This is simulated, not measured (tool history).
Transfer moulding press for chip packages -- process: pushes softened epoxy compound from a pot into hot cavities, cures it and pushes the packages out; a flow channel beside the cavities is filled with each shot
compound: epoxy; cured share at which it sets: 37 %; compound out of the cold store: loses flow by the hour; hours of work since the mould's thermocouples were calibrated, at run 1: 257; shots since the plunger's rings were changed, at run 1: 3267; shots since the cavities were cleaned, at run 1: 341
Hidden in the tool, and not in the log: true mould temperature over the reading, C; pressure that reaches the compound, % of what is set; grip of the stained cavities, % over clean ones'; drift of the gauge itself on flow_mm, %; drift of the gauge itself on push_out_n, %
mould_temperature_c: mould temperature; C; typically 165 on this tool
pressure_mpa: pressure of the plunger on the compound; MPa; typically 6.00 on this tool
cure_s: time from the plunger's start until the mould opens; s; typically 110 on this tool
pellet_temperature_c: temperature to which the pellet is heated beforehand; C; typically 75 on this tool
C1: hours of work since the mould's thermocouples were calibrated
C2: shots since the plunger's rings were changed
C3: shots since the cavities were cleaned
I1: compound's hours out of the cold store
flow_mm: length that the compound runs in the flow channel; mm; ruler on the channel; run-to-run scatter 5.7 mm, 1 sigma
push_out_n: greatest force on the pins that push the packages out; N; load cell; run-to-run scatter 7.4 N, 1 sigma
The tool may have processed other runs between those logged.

Run 1, day 0.000: usual settings; C1 257; C2 3267; C3 341; I1 18.0. Result: flow_mm 656 mm, push_out_n 309 N.
At day 0.529: cavities cleaned with cleaning compound and waxed.
Run 2, day 1.579: usual settings; C1 281; C2 3635; C3 254; I1 24.7. Result: flow_mm 623 mm, push_out_n 314 N.
At day 2.321: cavities cleaned with cleaning compound and waxed.
At day 3.258: plunger's sealing rings changed.
Run 3, day 3.558: usual settings; C1 309; C2 72; C3 275; I1 23.1. Result: flow_mm 629 mm, push_out_n 315 N.
At day 4.250: cavities cleaned with cleaning compound and waxed.
Run 4, day 5.946: usual settings but mould_temperature_c 163 C; C1 345; C2 637; C3 412; I1 35.0. Result: flow_mm 601 mm, push_out_n 337 N.
At day 6.288: cavities cleaned with cleaning compound and waxed.
Run 5, day 7.700: usual settings but mould_temperature_c 163 C, pressure_mpa 7.35 MPa; C1 372; C2 1047; C3 343; I1 40.8. Result: flow_mm 633 mm, push_out_n 315 N.
At day 8.246: cavities cleaned with cleaning compound and waxed.
Run 6, day 9.571: usual settings but mould_temperature_c 163 C, pressure_mpa 7.35 MPa; C1 400; C2 1485; C3 321; I1 47.1. Result: flow_mm 612 mm, push_out_n 318 N.
At day 10.133: cavities cleaned with cleaning compound and waxed.
At day 12.112: cavities cleaned with cleaning compound and waxed.
Run 7, day 12.142: usual settings but mould_temperature_c 163 C, pressure_mpa 7.35 MPa; C1 438; C2 2078; C3 6; I1 11.0. Result: flow_mm 747 mm, push_out_n 343 N.
At day 14.071: cavities cleaned with cleaning compound and waxed.
Run 8, day 15.017: usual settings but pellet_temperature_c 72 C; C1 482; C2 2761; C3 229; I1 35.5. Result: flow_mm 582 mm, push_out_n 309 N.
At day 16.054: cavities cleaned with cleaning compound and waxed.
At day 16.421: mould's thermocouples calibrated.
Run 9, day 17.200: usual settings but pellet_temperature_c 72 C; C1 12; C2 3255; C3 258; I1 29.4. Result: flow_mm 610 mm, push_out_n 317 N.
At day 18.054: cavities cleaned with cleaning compound and waxed.
At day 19.938: cavities cleaned with cleaning compound and waxed.
Run 10, day 20.058: usual settings but pellet_temperature_c 72 C; C1 55; C2 3918; C3 29; I1 27.2. Result: flow_mm 608 mm, push_out_n 319 N.
At day 20.517: plunger's sealing rings changed.
At day 21.996: cavities cleaned with cleaning compound and waxed.
Run 11, day 22.483: usual settings; C1 90; C2 462; C3 119; I1 47.2. Result: flow_mm 562 mm, push_out_n 310 N.
At day 23.792: cavities cleaned with cleaning compound and waxed.
Run 12, day 24.512: usual settings but cure_s 108 s; C1 121; C2 939; C3 174; I1 43.9. Result: flow_mm 565 mm, push_out_n 315 N.
At day 25.692: cavities cleaned with cleaning compound and waxed.
Run 13, day 26.629: usual settings but cure_s 108 s; C1 153; C2 1437; C3 227; I1 11.5. Result: flow_mm 670 mm, push_out_n 314 N.
At day 27.721: cavities cleaned with cleaning compound and waxed.
Run 14, day 28.196: usual settings but cure_s 108 s; C1 176; C2 1803; C3 116; I1 21.5. Result: flow_mm 629 mm, push_out_n 311 N.
At day 29.662: cavities cleaned with cleaning compound and waxed.
Run 15, day 30.192: usual settings but pressure_mpa 5.22 MPa, cure_s 122 s, pellet_temperature_c 71 C; C1 206; C2 2271; C3 128; I1 27.8. Result: flow_mm 565 mm, push_out_n 305 N.
At day 31.579: cavities cleaned with cleaning compound and waxed.
Run 16, day 32.629: usual settings but pressure_mpa 5.22 MPa, cure_s 122 s, pellet_temperature_c 71 C; C1 243; C2 2847; C3 254; I1 23.9. Result: flow_mm 576 mm, push_out_n 293 N.
At day 33.546: cavities cleaned with cleaning compound and waxed.
At day 35.429: cavities cleaned with cleaning compound and waxed.
Run 17, day 35.654: usual settings but pressure_mpa 5.74 MPa, pellet_temperature_c 79 C; C1 289; C2 3550; C3 54; I1 30.5. Result: flow_mm 589 mm, push_out_n 310 N.
At day 37.292: cavities cleaned with cleaning compound and waxed.
At day 37.738: plunger's sealing rings changed.
Run 18, day 38.108: usual settings but mould_temperature_c 163 C, pressure_mpa 5.74 MPa, pellet_temperature_c 85 C; C1 324; C2 89; C3 172; I1 36.3. Result: flow_mm 584 mm, push_out_n 312 N.
At day 39.275: cavities cleaned with cleaning compound and waxed.
Run 19, day 40.583: usual settings but mould_temperature_c 158 C, pressure_mpa 5.74 MPa, pellet_temperature_c 80 C; C1 362; C2 674; C3 317; I1 13.3. Result: flow_mm 681 mm, push_out_n 448 N.
At day 41.183: cavities cleaned with cleaning compound and waxed.
Run 20, day 42.538: usual settings but mould_temperature_c 166 C, pellet_temperature_c 79 C; C1 392; C2 1133; C3 328; I1 19.4. Result: flow_mm 644 mm, push_out_n 306 N.
At day 43.117: cavities cleaned with cleaning compound and waxed.
At day 44.958: cavities cleaned with cleaning compound and waxed.
Run 21, day 45.142: usual settings but mould_temperature_c 166 C, pellet_temperature_c 79 C; C1 430; C2 1735; C3 45; I1 38.9. Result: flow_mm 567 mm, push_out_n 312 N.
At day 46.983: cavities cleaned with cleaning compound and waxed.
Run 22, day 47.288: usual settings but mould_temperature_c 170 C, cure_s 122 s; C1 463; C2 2240; C3 73; I1 44.3. Result: flow_mm 542 mm, push_out_n 292 N.
At day 48.775: cavities cleaned with cleaning compound and waxed.
At day 49.900: mould's thermocouples calibrated.
Run 23, day 50.400: usual settings but mould_temperature_c 170 C, cure_s 122 s; C1 8; C2 2960; C3 374; I1 33.8. Result: flow_mm 569 mm, push_out_n 300 N.
At day 50.721: cavities cleaned with cleaning compound and waxed.
Run 24, day 52.050: usual settings but mould_temperature_c 161 C, cure_s 92 s, pellet_temperature_c 83 C; C1 33; C2 3345; C3 323; I1 20.9. Result: flow_mm 656 mm, push_out_n 463 N.
At day 52.675: cavities cleaned with cleaning compound and waxed.
Run 25, day 53.871: usual settings but mould_temperature_c 164 C, cure_s 111 s; C1 60; C2 3771; C3 290; I1 18.5. Result: flow_mm 648 mm, push_out_n 316 N.

Each row is a separate what-if for the run after 25, all from the same tool condition, not one after another. Results?
At day 54.492: cavities cleaned with cleaning compound and waxed.
At day 54.975: plunger's sealing rings changed.
Run A, day 55.762: usual settings but pressure_mpa 7.29 MPa, cure_s 115 s, pellet_temperature_c 69 C; C1 87; C2 191; C3 283; I1 33.1. Result: flow_mm ?, push_out_n ?.
At day 54.492: cavities cleaned with cleaning compound and waxed.
At day 54.975: plunger's sealing rings changed.
Run B, day 55.762: usual settings but mould_temperature_c 158 C, cure_s 115 s, pellet_temperature_c 81 C; C1 87; C2 191; C3 283; I1 38.0. Result: flow_mm ?, push_out_n ?.
At day 54.492: cavities cleaned with cleaning compound and waxed.
At day 54.975: plunger's sealing rings changed.
Run C, day 55.762: usual settings but mould_temperature_c 162 C, pressure_mpa 6.11 MPa; C1 87; C2 191; C3 283; I1 27.6. Result: flow_mm ?, push_out_n ?.
At day 54.492: cavities cleaned with cleaning compound and waxed.
At day 54.975: plunger's sealing rings changed.
Run D, day 55.762: usual settings but mould_temperature_c 167 C, cure_s 123 s, pellet_temperature_c 72 C; C1 87; C2 191; C3 283; I1 39.3. Result: flow_mm ?, push_out_n ?.

run  flow_mm  push_out_n
  A      662         293
  B      612         390
  C      636         326
  D      577         294
The same runs, with their run-to-run variation unchanged, on a tool lacking any hidden condition would have given:
run  flow_mm  push_out_n
  A      662         292
  B      612         388
  C      636         325
  D      577         292
